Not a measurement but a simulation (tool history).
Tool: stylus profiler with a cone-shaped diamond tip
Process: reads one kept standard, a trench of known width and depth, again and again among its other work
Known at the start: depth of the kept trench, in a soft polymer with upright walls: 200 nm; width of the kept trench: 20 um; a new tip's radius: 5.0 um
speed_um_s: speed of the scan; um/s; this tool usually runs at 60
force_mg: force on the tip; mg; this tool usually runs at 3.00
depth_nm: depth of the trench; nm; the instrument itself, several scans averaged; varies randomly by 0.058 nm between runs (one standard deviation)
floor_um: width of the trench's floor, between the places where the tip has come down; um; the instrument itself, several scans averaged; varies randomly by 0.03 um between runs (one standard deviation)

| run | day | speed_um_s | force_mg | depth_nm | floor_um |
|---|---|---|---|---|---|
| 1 | 0.000 | 60 | 3.00 | 201.78 | 16.98 |
| 2 | 2.383 | 60 | 3.00 | 201.61 | 17.00 |
| 3 | 4.567 | 60 | 3.00 | 201.73 | 16.93 |
| 4 | 7.171 | 60 | 3.00 | 201.71 | 16.99 |
| 5 | 10.479 | 60 | 3.00 | 201.77 | 16.99 |
|  | 11.929 | height scale calibrated on a step standard |
| 6 | 12.292 | 60 | 3.00 | 201.72 | 16.97 |
| 7 | 13.792 | 60 | 3.00 | 201.74 | 16.93 |
| 8 | 17.292 | 60 | 3.00 | 201.69 | 16.96 |
| 9 | 20.112 | 60 | 3.00 | 201.73 | 17.02 |
| 10 | 21.617 | 16 | 3.00 | 201.69 | 17.07 |
| 11 | 23.154 | 60 | 3.00 | 201.76 | 16.93 |
| 12 | 26.492 | 60 | 3.00 | 201.72 | 16.96 |
|  | 26.804 | new tip fitted, height scale calibrated |
| 13 | 29.038 | 60 | 1.22 | 200.82 | 16.88 |
| 14 | 31.838 | 60 | 2.39 | 201.45 | 16.99 |
| 15 | 34.025 | 60 | 3.00 | 201.65 | 16.99 |
| 16 | 35.467 | 60 | 3.00 | 201.61 | 16.96 |
| 17 | 38.550 | 60 | 1.00 | 200.81 | 16.86 |
| 18 | 40.383 | 60 | 1.00 | 200.83 | 16.84 |
| 19 | 43.971 | 60 | 1.64 | 201.22 | 16.91 |
| 20 | 45.867 | 60 | 3.00 | 201.64 | 16.99 |
| 21 | 47.388 | 60 | 3.00 | 201.73 | 17.03 |
| 22 | 49.271 | 60 | 3.00 | 201.61 | 16.98 |
| 23 | 51.550 | 47 | 3.00 | 201.73 | 17.01 |
| 24 | 53.296 | 38 | 5.95 | 202.75 | 17.13 |
| 25 | 56.229 | 84 | 2.35 | 201.43 | 16.90 |
| 26 | 59.600 | 89 | 4.36 | 202.22 | 16.97 |
| 27 | 61.450 | 89 | 4.36 | 202.13 | 16.95 |
| 28 | 63.575 | 91 | 4.27 | 202.27 | 16.96 |
| 29 | 66.033 | 27 | 2.82 | 201.59 | 17.13 |
| 30 | 67.992 | 38 | 1.60 | 201.01 | 17.03 |
| 31 | 70.812 | 38 | 1.60 | 201.00 | 17.01 |
| 32 | 72.792 | 119 | 1.16 | 200.93 | 16.54 |
| 33 | 75.246 | 86 | 5.42 | 202.52 | 16.96 |
| 34 | 78.100 | 86 | 4.35 | 202.11 | 16.92 |
| 35 | 81.038 | 86 | 4.35 | 202.03 | 16.92 |
| 36 | 83.221 | 16 | 2.08 | 201.35 | 17.15 |
| 37 | 86.600 | 59 | 2.78 | 201.62 | 17.00 |
| 38 | 88.400 | 59 | 2.78 | 201.63 | 17.02 |
| 39 | 91.571 | 59 | 2.78 | 201.71 | 16.98 |
| 40 | 93.508 | 18 | 1.61 | 201.14 | 17.13 |
| 41 | 96.638 | 18 | 1.61 | 201.13 | 17.12 |
| 42 | 99.062 | 18 | 1.61 | 201.05 | 17.10 |
| 43 | 102.338 | 94 | 3.35 | 201.91 | 16.85 |
| 44 | 104.746 | 17 | 3.00 | 201.67 | 17.10 |
| 45 | 106.575 | 80 | 2.51 | 201.53 | 16.98 |

4 options for the next run, each taken on its own from the tool as it stands now. Forecast them:
| A | 109.617 | 20 | 1.28 | ? | ? |
| B | 109.617 | 167 | 4.62 | ? | ? |
| C | 109.617 | 66 | 3.37 | ? | ? |
| D | 109.617 | 60 | 2.52 | ? | ? |

| run | depth_nm | floor_um |
|---|---|---|
| A | 200.97 | 17.05 |
| B | 202.32 | 16.72 |
| C | 201.92 | 16.95 |
| D | 201.40 | 16.94 |
Had the tool no hidden state, the same runs would have come out as:
| run | depth_nm | floor_um |
|---|---|---|
| A | 200.98 | 17.07 |
| B | 202.34 | 16.74 |
| C | 201.93 | 16.97 |
| D | 201.42 | 16.96 |
